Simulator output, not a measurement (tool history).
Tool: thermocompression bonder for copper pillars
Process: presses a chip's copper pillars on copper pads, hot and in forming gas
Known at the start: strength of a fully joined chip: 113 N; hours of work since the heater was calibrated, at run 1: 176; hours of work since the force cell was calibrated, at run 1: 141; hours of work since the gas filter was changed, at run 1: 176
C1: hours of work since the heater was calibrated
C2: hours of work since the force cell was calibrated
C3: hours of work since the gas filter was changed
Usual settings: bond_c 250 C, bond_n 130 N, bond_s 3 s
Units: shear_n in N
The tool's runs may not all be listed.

Run 1, hour 0: usual settings; C1 176; C2 141; C3 176. Result: shear_n 64.9 N.
Run 2, hour 15.9: usual settings but bond_n 186 N; C1 185; C2 149; C3 185. Result: shear_n 80.1 N.
At hour 34.1: forming gas filter changed.
Run 3, hour 41.7: usual settings but bond_n 186 N; C1 199; C2 164; C3 4. Result: shear_n 87.5 N.
Run 4, hour 69: usual settings but bond_s 5 s; C1 215; C2 179; C3 19. Result: shear_n 81.6 N.
Run 5, hour 90.8: usual settings; C1 227; C2 191; C3 32. Result: shear_n 70.8 N.
Run 6, hour 114.9: usual settings; C1 240; C2 204; C3 45. Result: shear_n 70.5 N.
Run 7, hour 137.8: usual settings; C1 253; C2 217; C3 58. Result: shear_n 69.8 N.
Run 8, hour 150.1: usual settings; C1 260; C2 224; C3 65. Result: shear_n 69.4 N.
Run 9, hour 168.8: usual settings; C1 270; C2 234; C3 75. Result: shear_n 69.6 N.
Run 10, hour 188.3: usual settings; C1 281; C2 245; C3 86. Result: shear_n 69.2 N.
Run 11, hour 212.6: usual settings; C1 295; C2 259; C3 99. Result: shear_n 69.3 N.
Run 12, hour 235.6: usual settings; C1 307; C2 272; C3 112. Result: shear_n 69.5 N.
Run 13, hour 259.2: usual settings; C1 321; C2 285; C3 125. Result: shear_n 68.7 N.
Run 14, hour 274.1: usual settings; C1 329; C2 293; C3 134. Result: shear_n 67.9 N.
Run 15, hour 286.9: usual settings; C1 336; C2 300; C3 141. Result: shear_n 68.4 N.
Run 16, hour 303: usual settings; C1 345; C2 309; C3 150. Result: shear_n 68 N.
At hour 306.1: force cell calibrated.
Run 17, hour 320.5: usual settings; C1 354; C2 8; C3 159. Result: shear_n 67.9 N.
Run 18, hour 336.4: usual settings; C1 363; C2 17; C3 168. Result: shear_n 67.5 N.
Run 19, hour 358.9: usual settings; C1 375; C2 29; C3 180. Result: shear_n 67.6 N.
Run 20, hour 376.5: usual settings; C1 385; C2 39; C3 190. Result: shear_n 67.4 N.
At hour 386.3: forming gas filter changed.
Run 21, hour 400.6: usual settings; C1 398; C2 52; C3 8. Result: shear_n 73.5 N.
Run 22, hour 424.5: usual settings; C1 412; C2 66; C3 21. Result: shear_n 72.6 N.
At hour 429.4: force cell calibrated, once more.
Run 23, hour 448.7: usual settings; C1 424; C2 11; C3 34. Result: shear_n 71.3 N.
Run 24, hour 463.2: usual settings but bond_s 5 s; C1 432; C2 19; C3 42. Result: shear_n 81.6 N.
Run 25, hour 479.5: usual settings but bond_c 242 C, bond_n 109 N, bond_s 8 s; C1 441; C2 28; C3 51. Result: shear_n 77.7 N.
Run 26, hour 496.3: usual settings but bond_n 87 N, bond_s 4 s; C1 451; C2 37; C3 60. Result: shear_n 58 N.
Run 27, hour 521: usual settings but bond_c 268 C, bond_n 87 N, bond_s 5 s; C1 465; C2 51; C3 74. Result: shear_n 72.9 N.
Run 28, hour 544.6: usual settings but bond_c 268 C, bond_n 81 N, bond_s 4 s; C1 478; C2 64; C3 87. Result: shear_n 65.3 N.
Run 29, hour 565.3: usual settings but bond_c 268 C, bond_n 81 N, bond_s 4 s; C1 489; C2 76; C3 99. Result: shear_n 64.2 N.
Run 30, hour 577.2: usual settings but bond_c 251 C, bond_n 92 N; C1 496; C2 82; C3 106. Result: shear_n 54.8 N.
Run 31, hour 593.5: usual settings but bond_c 251 C, bond_n 92 N; C1 505; C2 91; C3 115. Result: shear_n 54.8 N.
Run 32, hour 619.6: usual settings but bond_c 267 C, bond_n 84 N, bond_s 5 s; C1 520; C2 106; C3 129. Result: shear_n 69.4 N.
Run 33, hour 644.7: usual settings but bond_c 230 C, bond_n 81 N, bond_s 2 s; C1 533; C2 120; C3 143. Result: shear_n 32 N.
Run 34, hour 672: usual settings but bond_c 223 C, bond_n 104 N, bond_s 2 s; C1 549; C2 135; C3 158. Result: shear_n 36.7 N.
Run 35, hour 692.5: usual settings but bond_c 269 C, bond_n 100 N, bond_s 4 s; C1 560; C2 147; C3 170. Result: shear_n 72.8 N.
Run 36, hour 704: usual settings but bond_c 269 C, bond_n 100 N, bond_s 4 s; C1 567; C2 153; C3 176. Result: shear_n 72.4 N.
Run 37, hour 721.8: usual settings but bond_n 133 N, bond_s 8 s; C1 576; C2 163; C3 186. Result: shear_n 85.9 N.
At hour 739.4: forming gas filter changed.
Run 38, hour 739.7: usual settings but bond_n 133 N, bond_s 8 s; C1 586; C2 173; C3 0. Result: shear_n 93.7 N.
Run 39, hour 754.4: usual settings but bond_s 4 s; C1 594; C2 181; C3 8. Result: shear_n 79.5 N.
Run 40, hour 765.9: usual settings but bond_s 4 s; C1 601; C2 187; C3 15. Result: shear_n 79.7 N.

Measured less the same run without the tool's hidden state. The same run-to-run variation is in both; the gauge's scatter may not be:
The hidden state here: true temperature of the bond over the reading, C; force that reaches the chip, % of what is set; oxide that the forming gas leaves, % of the face; drift of the gauge itself on shear_n, %.
run  shear_n
  1     -3.6
  2     -5.5
  3     +2.2
  4       +2
  5     +1.9
  6     +1.5
  7     +1.2
  8     +1.1
  9     +0.9
 10     +0.6
 11     +0.2
 12       +0
 13     -0.3
 14     -0.5
 15     -0.6
 16     -0.8
 17     -0.8
 18       -1
 19     -1.3
 20     -1.6
 21     +4.5
 22     +4.1
 23     +2.6
 24     +2.1
 25     +2.2
 26     +2.1
 27     +1.3
 28     +1.2
 29       +1
 30     +1.4
 31     +1.2
 32     +0.1
 33     +1.1
 34     +1.1
 35     -1.3
 36     -1.5
 37     -3.4
 38     +4.4
 39       +5
 40     +4.8
